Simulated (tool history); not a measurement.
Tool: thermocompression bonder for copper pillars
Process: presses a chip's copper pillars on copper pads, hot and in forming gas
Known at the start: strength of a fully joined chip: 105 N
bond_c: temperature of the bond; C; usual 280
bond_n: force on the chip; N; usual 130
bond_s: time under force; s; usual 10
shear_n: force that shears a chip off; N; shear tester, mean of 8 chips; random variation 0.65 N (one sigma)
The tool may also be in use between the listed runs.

run	day	bond_c	bond_n	bond_s	shear_n
1	0.000	280	130	10	60.7
# day 0.725: heater calibrated with a thermocouple chip
2	1.271	280	130	10	52.5
3	3.171	280	130	10	53.5
4	4.267	280	130	10	52.8
5	5.858	280	119	10	49.0
6	6.979	280	119	10	49.5
7	8.388	308	119	10	64.6
8	10.492	280	130	10	52.0
9	12.304	280	130	10	51.6
10	13.521	280	130	10	51.8
11	15.321	280	130	10	52.4
12	17.046	280	130	10	51.0
13	19.325	261	130	10	39.5
# day 19.525: force cell calibrated
14	21.217	261	130	10	39.5
15	22.421	261	130	10	41.3
16	23.833	261	130	10	41.7
17	26.046	261	130	10	39.1
18	27.358	261	130	10	40.5
19	28.517	280	130	10	51.4
20	30.204	280	130	10	50.4
# day 30.429: force cell calibrated, once more
21	31.233	280	130	10	48.8
# day 31.762: forming gas filter changed
22	33.171	275	130	10	53.5
23	34.121	280	148	14	65.9
24	36.075	254	151	23	59.3
25	37.858	283	157	10	63.5
26	39.258	280	161	19	73.8
27	41.062	277	190	19	78.0
28	43.325	285	99	21	62.7
29	45.600	285	99	21	63.5
30	47.133	295	88	21	63.8

Run 31 comes next. What will it give?
31	49.133	296	130	24	?

shear_n: 80.9 N
Without the tool's hidden state the same run would have given shear_n 81.2 N.
